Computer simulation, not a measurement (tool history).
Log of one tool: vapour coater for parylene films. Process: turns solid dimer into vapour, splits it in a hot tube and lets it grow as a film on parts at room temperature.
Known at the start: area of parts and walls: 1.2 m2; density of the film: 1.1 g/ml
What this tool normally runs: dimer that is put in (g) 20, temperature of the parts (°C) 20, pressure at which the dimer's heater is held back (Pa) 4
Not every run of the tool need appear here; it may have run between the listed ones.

run,day,dimer that is put in (g),temperature of the parts (°C),pressure at which the dimer's heater is held back (Pa),thickness of the film (nm)
1,0,20,20,4,10030
2,1.183,20,20,4,10080
3,2.429,20,20,4,9920
4,3.542,20,20,4,10100
5,5.671,20,15,4,11090
6,7.354,30,20,4,14930
7,8.288,30,20,4,14980
# day 9.4: trap's valve overhauled
8,10.588,30,20,4,15200
9,12.196,30,20,4,15100
10,13.242,30,20,4,15080
11,14.588,30,20,4,15020
12,15.875,30,20,4,15160
13,17.967,30,20,4,14980
14,20.179,30,20,4,14890
15,21.488,20,20,4.42,9820
16,23.675,20,20,4.42,9840
17,24.667,11,20,4.42,5360
18,25.621,25,23,2.52,13120
# day 26.454: trap's valve overhauled
19,26.767,25,23,2.52,13050
20,28.329,12,20,7.69,5130
21,29.733,12,20,7.69,5140
22,31.879,18,14,4,10170
23,32.962,34,30,11.03,10930
24,34.921,34,30,11.03,11000
25,36.112,34,30,11.03,10890
26,37.908,34,30,11.03,10950
27,39.412,19,13,2.44,12400
28,41.05,19,13,2.44,12140
# day 42.333: table's thermometer calibrated
29,42.7,19,13,2.44,12260

Each row is a separate what-if for the run after 29, all from the same tool condition, not one after another. Results?
# day 43.583: trap's valve overhauled
A,44.292,19,18,5.18,?
# day 43.583: trap's valve overhauled
B,44.292,12,13,2.33,?
# day 43.583: trap's valve overhauled
C,44.292,11,20,4,?
# day 43.583: trap's valve overhauled
D,44.292,29,20,4,?
# day 43.583: trap's valve overhauled
E,44.292,8,13,2.44,?

run,thickness of the film (nm)
A,9390
B,7900
C,5520
D,14570
E,5200
Stripped of hidden state, with their random variation kept, the same runs would have yielded:
run,thickness of the film (nm)
A,9390
B,7900
C,5520
D,14570
E,5210

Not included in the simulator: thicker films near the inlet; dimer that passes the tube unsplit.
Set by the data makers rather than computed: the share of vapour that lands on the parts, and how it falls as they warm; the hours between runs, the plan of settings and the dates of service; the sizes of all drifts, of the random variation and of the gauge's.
